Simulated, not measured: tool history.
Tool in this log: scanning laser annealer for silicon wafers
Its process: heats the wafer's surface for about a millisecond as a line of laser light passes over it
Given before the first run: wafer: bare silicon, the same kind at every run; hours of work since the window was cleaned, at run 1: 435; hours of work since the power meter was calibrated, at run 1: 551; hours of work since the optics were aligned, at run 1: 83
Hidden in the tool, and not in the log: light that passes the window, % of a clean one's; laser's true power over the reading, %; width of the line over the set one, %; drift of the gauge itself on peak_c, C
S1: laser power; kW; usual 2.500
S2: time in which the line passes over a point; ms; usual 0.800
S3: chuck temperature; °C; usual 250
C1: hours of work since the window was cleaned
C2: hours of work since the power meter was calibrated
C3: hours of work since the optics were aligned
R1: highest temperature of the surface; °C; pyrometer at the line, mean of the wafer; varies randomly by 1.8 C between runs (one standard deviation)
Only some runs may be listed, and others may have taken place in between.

run,hour,S1,S2,S3,C1,C2,C3,R1
1,0.0,2.500,0.800,250,435,551,83,1023
2,18.9,2.500,0.983,250,447,562,94,1117
3,40.8,2.500,0.983,250,460,576,107,1115
4,53.5,2.500,0.983,250,468,583,115,1117
5,69.6,2.500,0.983,250,477,593,125,1116
6,88.3,2.500,0.983,250,489,604,136,1115
7,101.9,2.500,0.983,250,497,613,144,1115
8,121.8,2.500,0.983,250,509,625,156,1114
9,132.6,2.500,0.592,250,515,631,163,901
10,146.6,2.500,0.592,250,524,640,171,901
11,169.1,2.500,0.592,250,538,653,185,902
12,188.7,2.500,0.592,250,549,665,197,901
13,200.5,2.150,0.663,289,556,672,204,872
14,223.1,2.198,0.759,250,570,686,218,892
15,234.8,2.198,0.759,250,577,693,225,892
16,251.4,2.198,0.759,250,587,703,235,893
17,268.1,2.185,0.689,220,597,713,245,824
18,286.3,2.730,0.608,258,608,724,256,991
19,296.6,2.730,0.608,258,615,730,262,991
20,316.4,2.730,0.608,258,627,742,274,994
21,339.1,2.354,0.608,258,640,756,288,872
22,358.9,2.354,0.608,258,652,768,300,871

Alternative continuations, all from the tool just after run 22; predict every row:
A,381.2,2.354,0.608,288,666,781,313,?
B,381.2,2.368,0.608,228,666,781,313,?
C,381.2,2.500,0.791,276,666,781,313,?

run,R1
A,903
B,850
C,1045
What these runs would have given with no unlogged condition in the tool:
run,R1
A,904
B,850
C,1045
